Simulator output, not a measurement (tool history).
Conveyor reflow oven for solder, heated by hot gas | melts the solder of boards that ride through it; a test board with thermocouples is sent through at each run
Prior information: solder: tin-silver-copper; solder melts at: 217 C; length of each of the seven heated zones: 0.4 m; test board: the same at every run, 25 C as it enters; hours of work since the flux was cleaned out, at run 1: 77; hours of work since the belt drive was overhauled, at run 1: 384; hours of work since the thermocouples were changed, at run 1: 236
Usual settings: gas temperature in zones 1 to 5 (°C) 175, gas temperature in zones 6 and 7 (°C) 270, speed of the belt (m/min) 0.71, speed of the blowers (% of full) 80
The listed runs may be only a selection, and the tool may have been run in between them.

run   hour  gas temperature in zones 1 to 5 (°C)  gas temperature in zones 6 and 7 (°C)  speed of the belt (m/min)  speed of the blowers (% of full)  hours of work since the flux was cleaned out  hours of work since the belt drive was overhauled  hours of work since the thermocouples were changed  highest temperature of the board (°C)  time above the solder's melting point (s)
  1      0                                   175                                    270                       0.71                                80                                            77                                                384                                                 236                                  251.7                                       51.2
  2   26.7                                   175                                    270                       0.71                                80                                            89                                                397                                                 248                                    252                                       50.6
  3   59.9                                   175                                    270                      0.726                                80                                           104                                                412                                                 263                                  251.5                                       48.8
  4  107.3                                   175                                    270                      0.726                                59                                           126                                                433                                                 285                                  245.7                                       43.9
  5  127.5                                   175                                    270                      0.726                                59                                           135                                                443                                                 294                                  245.7                                       43.8
  6  147.9                                   175                                    270                      0.703                                80                                           145                                                452                                                 303                                  251.4                                       50.9
  7  186.7                                   175                                    270                      0.703                                80                                           162                                                470                                                 321                                    251                                       50.9
  8  206.6                                   175                                    270                      0.703                                80                                           172                                                479                                                 330                                  250.6                                       51.1
  9  234.3                                   175                                    270                       0.71                                80                                           184                                                492                                                 343                                  250.5                                       49.9
 10  274.9                                   175                                    270                       0.71                                80                                           203                                                510                                                 362                                  250.8                                       49.5
 11  307.9                                   171                                    270                       0.71                                59                                           218                                                526                                                 377                                  245.2                                       42.9
 12  335.8                                   171                                    270                       0.71                                59                                           231                                                538                                                 390                                    245                                       42.8
 13  367.3                                   171                                    270                       0.71                                59                                           245                                                553                                                 404                                  244.4                                       42.3
 14  413.1                                   174                                    284                      0.578                                58                                           266                                                574                                                 425                                  264.2                                       71.4
 15  452.7                                   171                                    280                      0.803                                80                                           284                                                592                                                 443                                  251.4                                       42.5
 16  485.9                                   171                                    280                      0.803                                80                                           300                                                607                                                 458                                  251.1                                       42.4
 17    517                                   187                                    270                       0.71                                80                                           314                                                622                                                 473                                  251.8                                       54.9
 18  550.6                                   187                                    270                       0.71                                80                                           329                                                637                                                 488                                  251.8                                       54.3
 19  578.3                                   162                                    270                       0.71                                80                                           342                                                650                                                 501                                  245.7                                       41.8
 20  625.9                                   162                                    270                       0.71                                80                                           364                                                671                                                 523                                  245.9                                       41.5

Here are 5 independent what-if runs from the current tool condition. What would each one return?
  A  659.9                                   162                                    270                        0.7                                56                                           380                                                687                                                 538                                      ?                                          ?
  B  659.9                                   175                                    270                       0.71                                57                                           380                                                687                                                 538                                      ?                                          ?
  C  659.9                                   162                                    268                        0.6                                80                                           380                                                687                                                 538                                      ?                                          ?
  D  659.9                                   175                                    281                      0.845                                75                                           380                                                687                                                 538                                      ?                                          ?
  E  659.9                                   165                                    270                       0.71                                82                                           380                                                687                                                 538                                      ?                                          ?

run  highest temperature of the board (°C)  time above the solder's melting point (s)
  A                                  240.1                                       36.3
  B                                  243.1                                       42.6
  C                                    250                                         55
  D                                  248.8                                       38.8
  E                                  246.6                                       43.6
Without the tool's hidden state the same runs would have given:
run  highest temperature of the board (°C)  time above the solder's melting point (s)
  A                                  244.9                                       40.8
  B                                  247.7                                       46.3
  C                                  254.8                                       58.5
  D                                  254.8                                       42.4
  E                                    252                                       47.6

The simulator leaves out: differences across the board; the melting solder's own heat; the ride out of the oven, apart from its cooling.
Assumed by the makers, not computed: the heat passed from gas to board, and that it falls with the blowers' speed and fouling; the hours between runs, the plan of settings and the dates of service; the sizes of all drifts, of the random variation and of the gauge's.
